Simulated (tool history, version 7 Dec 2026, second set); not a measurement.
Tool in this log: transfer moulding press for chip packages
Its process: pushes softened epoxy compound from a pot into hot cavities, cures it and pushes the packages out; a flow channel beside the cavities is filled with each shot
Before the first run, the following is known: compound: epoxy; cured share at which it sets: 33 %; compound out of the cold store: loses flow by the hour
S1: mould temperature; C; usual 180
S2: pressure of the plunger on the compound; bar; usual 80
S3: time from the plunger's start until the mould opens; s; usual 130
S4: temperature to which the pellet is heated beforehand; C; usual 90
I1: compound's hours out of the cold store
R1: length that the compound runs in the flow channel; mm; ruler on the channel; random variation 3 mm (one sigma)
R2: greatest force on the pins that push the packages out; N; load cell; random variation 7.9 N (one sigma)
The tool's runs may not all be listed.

{"run": 1, "hour": 0.0, "S1": 180, "S2": 80, "S3": 130, "S4": 90, "I1": 38.7, "R1": 693, "R2": 411}
{"run": 2, "hour": 12.1, "S1": 180, "S2": 80, "S3": 132, "S4": 90, "I1": 47.6, "R1": 667, "R2": 438}
{"run": 3, "hour": 23.8, "S1": 180, "S2": 80, "S3": 132, "S4": 90, "I1": 21.4, "R1": 729, "R2": 471}
{"run": 4, "hour": 33.7, "S1": 180, "S2": 80, "S3": 132, "S4": 90, "I1": 33.3, "R1": 707, "R2": 469}
{"run": 5, "hour": 39.0, "S1": 180, "S2": 70.3, "S3": 130, "S4": 90, "I1": 9.4, "R1": 712, "R2": 480}
{"run": 6, "hour": 44.8, "S1": 180, "S2": 80, "S3": 132, "S4": 90, "I1": 19.6, "R1": 736, "R2": 490}
{"run": 7, "hour": 54.6, "S1": 180, "S2": 80, "S3": 132, "S4": 90, "I1": 33.7, "R1": 698, "R2": 485}
{"run": 8, "hour": 62.8, "S1": 180, "S2": 80, "S3": 111, "S4": 90, "I1": 14, "R1": 752, "R2": 580}
{"run": 9, "hour": 67.7, "S1": 180, "S2": 80, "S3": 111, "S4": 90, "I1": 31.2, "R1": 701, "R2": 588}
{"run": 10, "hour": 78.2, "S1": 180, "S2": 80, "S3": 111, "S4": 90, "I1": 8.2, "R1": 762, "R2": 618}
{"hour": 83.1, "done": "cavities cleaned with cleaning compound and waxed"}
{"run": 11, "hour": 88.4, "S1": 180, "S2": 80, "S3": 130, "S4": 90, "I1": 23.3, "R1": 726, "R2": 366}
{"run": 12, "hour": 97.1, "S1": 180, "S2": 61.8, "S3": 130, "S4": 90, "I1": 19.9, "R1": 643, "R2": 405}
{"hour": 100.0, "done": "mould's thermocouples calibrated"}
{"run": 13, "hour": 108.4, "S1": 186, "S2": 80, "S3": 130, "S4": 90, "I1": 9, "R1": 744, "R2": 405}
{"run": 14, "hour": 118.4, "S1": 186, "S2": 80, "S3": 130, "S4": 90, "I1": 38.2, "R1": 671, "R2": 419}
{"run": 15, "hour": 127.2, "S1": 186, "S2": 80, "S3": 130, "S4": 90, "I1": 36.9, "R1": 674, "R2": 409}
{"run": 16, "hour": 136.3, "S1": 184, "S2": 83.1, "S3": 110, "S4": 90, "I1": 29.2, "R1": 708, "R2": 481}
{"run": 17, "hour": 148.1, "S1": 176, "S2": 83.1, "S3": 110, "S4": 85, "I1": 19, "R1": 756, "R2": 742}
{"run": 18, "hour": 155.7, "S1": 187, "S2": 97.5, "S3": 140, "S4": 96, "I1": 11.8, "R1": 814, "R2": 442}
{"run": 19, "hour": 165.4, "S1": 180, "S2": 80, "S3": 117, "S4": 82, "I1": 30.5, "R1": 705, "R2": 570}
{"hour": 175.0, "done": "mould's thermocouples calibrated, once more"}
{"run": 20, "hour": 179.0, "S1": 180, "S2": 94.6, "S3": 130, "S4": 90, "I1": 42, "R1": 735, "R2": 485}
{"run": 21, "hour": 189.8, "S1": 180, "S2": 94.6, "S3": 130, "S4": 90, "I1": 32, "R1": 760, "R2": 502}
{"hour": 201.8, "done": "cavities cleaned with cleaning compound and waxed"}
{"run": 22, "hour": 202.0, "S1": 180, "S2": 94.6, "S3": 130, "S4": 90, "I1": 41.3, "R1": 729, "R2": 340}
{"run": 23, "hour": 213.5, "S1": 180, "S2": 98.1, "S3": 111, "S4": 83, "I1": 15, "R1": 820, "R2": 453}
{"run": 24, "hour": 225.2, "S1": 184, "S2": 80, "S3": 133, "S4": 94, "I1": 30.5, "R1": 689, "R2": 385}
{"run": 25, "hour": 233.3, "S1": 178, "S2": 80, "S3": 121, "S4": 94, "I1": 28.2, "R1": 709, "R2": 476}
{"run": 26, "hour": 244.2, "S1": 178, "S2": 69.2, "S3": 121, "S4": 100, "I1": 31.5, "R1": 650, "R2": 481}
{"run": 27, "hour": 249.2, "S1": 178, "S2": 69.2, "S3": 121, "S4": 100, "I1": 28.1, "R1": 660, "R2": 512}
{"run": 28, "hour": 256.2, "S1": 178, "S2": 69.2, "S3": 121, "S4": 100, "I1": 19.4, "R1": 679, "R2": 509}

Below are 3 alternative next runs, each starting from the tool's condition after run 28. Predict each:
{"run": "A", "hour": 262.1, "S1": 184, "S2": 62.9, "S3": 121, "S4": 100, "I1": 9.6, "R1": "?", "R2": "?"}
{"run": "B", "hour": 262.1, "S1": 180, "S2": 65.2, "S3": 130, "S4": 91, "I1": 10.5, "R1": "?", "R2": "?"}
{"run": "C", "hour": 262.1, "S1": 175, "S2": 64.5, "S3": 168, "S4": 100, "I1": 41.2, "R1": "?", "R2": "?"}

run=A R1=658 R2=434
run=B R1=675 R2=462
run=C R1=610 R2=446
With the hidden condition removed and each run's random variation left untouched, the same runs would have given:
run=A R1=676 R2=318
run=B R1=694 R2=338
run=C R1=628 R2=330
